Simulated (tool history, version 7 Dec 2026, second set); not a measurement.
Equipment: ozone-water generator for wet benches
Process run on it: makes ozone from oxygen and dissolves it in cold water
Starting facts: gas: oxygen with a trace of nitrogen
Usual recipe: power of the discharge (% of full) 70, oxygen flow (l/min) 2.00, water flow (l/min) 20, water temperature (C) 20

run	hour	power of the discharge (% of full)	oxygen flow (l/min)	water flow (l/min)	water temperature (C)	dissolved ozone (ppm)	ozone in the gas ahead of the water (g/m3)
1	0.0	70	2.00	20	20	9.0	174.8
2	88.4	70	2.00	20	20	8.8	175.3
3	182.7	70	2.00	20	20	9.2	175.1
4	246.4	70	2.00	20	20	9.1	176.0
5	347.2	70	2.00	20	20	8.9	176.2
6	426.5	70	2.00	20	20	9.0	175.7
7	519.7	70	2.00	20	20	9.0	173.1
8	585.5	70	2.16	20	20	9.3	169.3
9	665.9	70	2.00	20	20	8.9	175.0
10	777.7	70	2.00	20	20	9.0	175.0
11	891.9	84	2.00	20	20	10.0	194.8
12	947.3	70	2.00	20	20	9.1	175.0
13	1053.0	70	2.00	20	20	9.1	174.2
14	1103.7	70	2.00	20	12	9.6	174.8
15	1212.9	70	2.00	20	12	9.7	174.2
16	1287.0	70	2.00	20	19	9.0	173.3
17	1408.2	83	2.00	20	24	9.6	189.5
18	1514.1	70	3.27	18	27	10.2	140.3
19	1624.6	70	2.44	18	27	9.9	159.8
20	1719.4	70	2.00	21	18	8.7	173.9
21	1798.1	70	2.00	21	18	8.5	174.1
22	1872.7	70	2.00	21	18	8.7	174.0
23	1983.3	70	1.76	13	14	13.6	182.6
24	2083.6	70	1.76	13	14	13.8	181.7
25	2149.6	70	1.76	12	17	14.3	181.8
26	2200.2	70	1.76	12	17	14.2	180.9
27	2313.1	45	1.37	23	25	5.2	163.5
28	2417.5	70	2.88	20	24	9.7	148.2
29	2469.5	70	2.88	20	24	9.3	147.9
30	2525.1	65	1.43	25	17	6.3	191.4
31	2621.7	65	1.43	25	17	6.0	193.4
32	2709.1	60	1.45	25	19	5.9	187.9

Not shown here: 1 entry made in the log between runs. Locate each between two listed runs and compare the hidden state at the listed run before it with the hidden state at the listed run after it:
From run 31 to run 32: gauge calibrated (hour 2691.6)
  drift of the gauge itself on gas_g_m3, %: -2.82 -> -0.02
  measured minus no-state result, ozone in the gas ahead of the water (g/m3): -5.8 -> -0.3
